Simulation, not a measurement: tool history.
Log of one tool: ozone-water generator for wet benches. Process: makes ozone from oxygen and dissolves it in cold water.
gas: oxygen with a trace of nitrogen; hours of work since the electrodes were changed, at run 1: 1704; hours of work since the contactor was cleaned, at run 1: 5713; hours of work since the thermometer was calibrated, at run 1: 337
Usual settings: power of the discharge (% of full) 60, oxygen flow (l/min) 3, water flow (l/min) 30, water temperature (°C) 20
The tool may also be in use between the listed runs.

run    hour  power of the discharge (% of full)  oxygen flow (l/min)  water flow (l/min)  water temperature (°C)  hours of work since the electrodes were changed  hours of work since the contactor was cleaned  hours of work since the thermometer was calibrated  dissolved ozone (ppm)  ozone in the gas ahead of the water (g/m3)
  1       0                                  60                    3                  30                      20                                             1704                                           5713                                                 337                      9                                       149.1
  2    53.2                                  60                    3                  30                      20                                             1745                                           5754                                                 378                    9.1                                         148
       70.1  -- contactor cleaned
  3   115.3                                  60                    3                  30                      17                                             1790                                             35                                                 423                    9.5                                       147.1
  4   163.8                                  60                    3                  18                      20                                             1827                                             72                                                 460                   14.5                                       147.2
  5   223.9                                  60                 1.88                  30                      20                                             1873                                            119                                                 506                    7.5                                       168.7
  6   267.7                                  60                    3                  30                      20                                             1907                                            152                                                 540                    9.2                                       146.9
  7   326.7                                  60                    3                  30                      20                                             1953                                            198                                                 586                    9.6                                       147.7
  8   378.1                                  60                    3                  22                      20                                             1992                                            237                                                 625                   12.3                                       146.8
  9   430.8                                  60                    3                  22                      20                                             2033                                            278                                                 666                   12.1                                       144.4
 10   486.8                                  60                    3                  39                      20                                             2076                                            321                                                 709                    7.2                                       148.2
 11   529.8                                  60                    3                  39                      20                                             2109                                            354                                                 742                    7.3                                       146.5
 12   581.7                                  60                    3                  39                      20                                             2149                                            395                                                 782                    7.5                                         146
 13   641.4                                  60                    3                  39                      20                                             2195                                            441                                                 828                    7.5                                         147
 14   695.9                                  60                    3                  30                      20                                             2237                                            483                                                 870                    9.3                                       146.5
 15   726.3                                  57                    3                  30                      20                                             2261                                            506                                                 894                    8.8                                       142.2
 16   759.1                                  66                    3                  30                      20                                             2286                                            531                                                 919                    9.7                                       152.2
 17   811.6                                  66                    3                  30                      20                                             2327                                            572                                                 960                    9.7                                       153.1
 18   864.7                                  66                    3                  26                      22                                             2368                                            613                                                1000                   11.1                                       154.6
 19   897.6                                  81                 3.44                  24                      20                                             2393                                            638                                                1026                   14.1                                       164.8
 20   953.9                                  79                 5.07                  23                      14                                             2436                                            682                                                1069                   17.3                                         144
 21   982.7                                  79                 5.07                  23                      14                                             2459                                            704                                                1091                   17.3                                       146.5
 22  1035.6                                  79                 5.07                  23                      14                                             2499                                            744                                                1132                   17.4                                         144

The next listed run, before its measurement:
 23  1072.1                                  60                 1.56                  30                      25                                             2527                                            773                                                1160                      ?                                           ?

dissolved ozone (ppm): 6.5
ozone in the gas ahead of the water (g/m3): 179.9
Without the tool's hidden state the same run would have given dissolved ozone (ppm) 6.9, ozone in the gas ahead of the water (g/m3) 188.4.
